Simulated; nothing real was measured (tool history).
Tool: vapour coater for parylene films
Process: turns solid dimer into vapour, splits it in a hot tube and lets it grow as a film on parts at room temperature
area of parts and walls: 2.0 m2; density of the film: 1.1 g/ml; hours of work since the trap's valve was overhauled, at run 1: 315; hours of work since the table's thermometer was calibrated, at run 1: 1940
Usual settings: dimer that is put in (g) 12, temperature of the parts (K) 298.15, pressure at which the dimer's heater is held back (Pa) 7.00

| run | hour | dimer that is put in (g) | temperature of the parts (K) | pressure at which the dimer's heater is held back (Pa) | hours of work since the trap's valve was overhauled | hours of work since the table's thermometer was calibrated | thickness of the film (um) |
|---|---|---|---|---|---|---|---|
| 1 | 0.0 | 12 | 298.15 | 7.00 | 315 | 1940 | 3.42 |
|  | 49.0 | trap's valve overhauled |
| 2 | 57.2 | 12 | 298.15 | 7.00 | 6 | 1982 | 3.15 |
| 3 | 105.7 | 20 | 298.15 | 7.00 | 45 | 2020 | 5.15 |
| 4 | 138.1 | 6 | 298.15 | 7.00 | 70 | 2045 | 1.54 |
| 5 | 209.7 | 6 | 298.15 | 7.00 | 126 | 2101 | 1.48 |
| 6 | 267.4 | 6 | 298.15 | 7.00 | 171 | 2147 | 1.47 |
|  | 298.1 | table's thermometer calibrated |
| 7 | 314.8 | 6 | 300.15 | 3.21 | 208 | 13 | 1.52 |
| 8 | 368.0 | 17 | 293.15 | 2.31 | 250 | 55 | 5.68 |
|  | 411.3 | trap's valve overhauled, once more |
| 9 | 430.6 | 17 | 299.15 | 6.11 | 15 | 101 | 5.15 |
| 10 | 467.4 | 5 | 308.15 | 3.08 | 44 | 130 | 1.25 |
| 11 | 530.4 | 5 | 308.15 | 3.08 | 93 | 179 | 1.24 |

3 ways to go on from here, each from the tool as it stands after run 11. What would each give?
| A | 594.3 | 7 | 308.15 | 3.08 | 144 | 229 | ? |
| B | 594.3 | 15 | 294.15 | 2.99 | 144 | 229 | ? |
| C | 594.3 | 22 | 308.15 | 5.75 | 144 | 229 | ? |

| run | thickness of the film (um) |
|---|---|
| A | 1.69 |
| B | 5.94 |
| C | 4.77 |
Without the tool's hidden state the same runs would have given:
| run | thickness of the film (um) |
|---|---|
| A | 1.77 |
| B | 6.22 |
| C | 5.00 |

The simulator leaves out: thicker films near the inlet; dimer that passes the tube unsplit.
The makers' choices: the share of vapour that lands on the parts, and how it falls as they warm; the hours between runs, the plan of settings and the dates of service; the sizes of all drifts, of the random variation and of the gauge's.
